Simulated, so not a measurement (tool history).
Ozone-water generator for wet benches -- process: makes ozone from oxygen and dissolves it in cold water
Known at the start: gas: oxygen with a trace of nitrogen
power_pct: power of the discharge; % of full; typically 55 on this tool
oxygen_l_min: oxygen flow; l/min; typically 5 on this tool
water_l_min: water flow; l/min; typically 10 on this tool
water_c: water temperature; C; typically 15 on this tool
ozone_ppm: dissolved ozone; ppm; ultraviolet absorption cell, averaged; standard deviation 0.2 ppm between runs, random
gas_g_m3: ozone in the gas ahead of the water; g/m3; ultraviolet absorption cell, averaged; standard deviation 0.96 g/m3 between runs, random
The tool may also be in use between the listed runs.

Run 1, hour 0: usual settings. Result: ozone_ppm 26.9 ppm, gas_g_m3 157.5 g/m3.
Run 2, hour 62.3: usual settings. Result: ozone_ppm 26.7 ppm, gas_g_m3 156.5 g/m3.
Run 3, hour 109.1: usual settings. Result: ozone_ppm 26.8 ppm, gas_g_m3 158 g/m3.
Run 4, hour 172.3: usual settings. Result: ozone_ppm 26.3 ppm, gas_g_m3 157.5 g/m3.
Run 5, hour 206.3: usual settings. Result: ozone_ppm 26.4 ppm, gas_g_m3 158.4 g/m3.
Run 6, hour 250.2: usual settings. Result: ozone_ppm 26.5 ppm, gas_g_m3 158.8 g/m3.
Run 7, hour 292.3: usual settings. Result: ozone_ppm 26.6 ppm, gas_g_m3 157.4 g/m3.
Run 8, hour 345.4: usual settings but power_pct 45 % of full, water_l_min 16 l/min, water_c 13 C. Result: ozone_ppm 16.9 ppm, gas_g_m3 132.4 g/m3.

Expected results for the next run?
Run 9, hour 381.5: usual settings but power_pct 51 % of full, water_l_min 12 l/min. Result: ozone_ppm ?, gas_g_m3 ?.

{"run 9": {"ozone_ppm": 22, "gas_g_m3": 146.9}}
Minus the tool's unlogged condition, the same run would have read ozone_ppm 24.2 ppm, gas_g_m3 152.5 g/m3.

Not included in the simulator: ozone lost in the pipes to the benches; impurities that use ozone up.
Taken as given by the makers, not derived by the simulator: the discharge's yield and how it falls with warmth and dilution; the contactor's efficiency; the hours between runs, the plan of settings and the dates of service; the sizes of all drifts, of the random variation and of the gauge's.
